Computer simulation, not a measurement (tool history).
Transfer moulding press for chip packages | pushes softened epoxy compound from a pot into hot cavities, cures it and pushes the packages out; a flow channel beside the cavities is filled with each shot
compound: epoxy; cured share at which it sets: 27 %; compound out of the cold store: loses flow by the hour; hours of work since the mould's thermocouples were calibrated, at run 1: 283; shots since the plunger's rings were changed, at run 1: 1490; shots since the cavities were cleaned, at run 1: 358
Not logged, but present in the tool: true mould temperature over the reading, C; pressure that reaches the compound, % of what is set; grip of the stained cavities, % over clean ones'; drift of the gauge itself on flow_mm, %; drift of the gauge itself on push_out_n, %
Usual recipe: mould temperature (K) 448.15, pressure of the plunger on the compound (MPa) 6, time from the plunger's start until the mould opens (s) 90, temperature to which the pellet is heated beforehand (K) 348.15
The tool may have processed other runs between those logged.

run    day  mould temperature (K)  pressure of the plunger on the compound (MPa)  time from the plunger's start until the mould opens (s)  temperature to which the pellet is heated beforehand (K)  hours of work since the mould's thermocouples were calibrated  shots since the plunger's rings were changed  shots since the cavities were cleaned  incoming compound's hours out of the cold store  length that the compound runs in the flow channel (mm)  greatest force on the pins that push the packages out (N)
  1      0                 448.15                                              6                                                       90                                                    348.15                                                            283                                          1490                                    358                                             25.1                                                     966                                                        285
  2  0.329                 448.15                                              6                                                       90                                                    348.15                                                            288                                          1583                                    451                                             18.5                                                    1014                                                        295
  3  0.738                 448.15                                              6                                                       90                                                    348.15                                                            294                                          1696                                    564                                              8.8                                                    1094                                                        291
  4  1.217                 448.15                                              6                                                       90                                                    348.15                                                            301                                          1832                                    700                                             39.8                                                     865                                                        291
  5  1.533                 448.15                                              6                                                       90                                                    348.15                                                            305                                          1920                                    788                                             46.7                                                     822                                                        287
  6  1.846                 448.15                                              6                                                       90                                                    348.15                                                            310                                          2008                                    876                                             33.2                                                     914                                                        284
     2.275  -- cavities cleaned with cleaning compound and waxed
  7    2.3                 448.15                                              6                                                       90                                                    348.15                                                            316                                          2117                                      7                                              9.4                                                    1085                                                        308
  8  2.817                 448.15                                              6                                                       90                                                    348.15                                                            323                                          2262                                    152                                              9.1                                                    1091                                                        289
  9   3.15                 448.15                                              6                                                       90                                                    348.15                                                            328                                          2356                                    246                                              8.8                                                    1093                                                        301
 10  3.729                 451.15                                              6                                                       90                                                    348.15                                                            337                                          2518                                    408                                             35.5                                                     889                                                        287
 11  4.292                 451.15                                              6                                                       90                                                    348.15                                                            345                                          2676                                    566                                             20.4                                                     986                                                        282
 12  4.658                 451.15                                              6                                                       90                                                    348.15                                                            351                                          2779                                    669                                             11.7                                                    1067                                                        285
 13  4.992                 451.15                                              6                                                       90                                                    343.15                                                            355                                          2871                                    761                                             13.5                                                    1051                                                        271
 14  5.229                 451.15                                              6                                                       87                                                    343.15                                                            359                                          2938                                    828                                             21.9                                                     979                                                        287
 15  5.662                 448.15                                              6                                                       90                                                    348.15                                                            365                                          3060                                    950                                             33.8                                                     904                                                        294

What does the tool deliver on the next run?
      5.8  -- plunger's sealing rings changed
     5.946  -- cavities cleaned with cleaning compound and waxed
 16  6.15                 448.15                                           6.05                                                       99                                                    347.15                                                            370                                            80                                     57                                             16.7                                                       ?                                                          ?

Run 16 produced length that the compound runs in the flow channel (mm) 1036, greatest force on the pins that push the packages out (N) 276.
With no hidden state in the tool, this same run would have given length that the compound runs in the flow channel (mm) 1036, greatest force on the pins that push the packages out (N) 275.
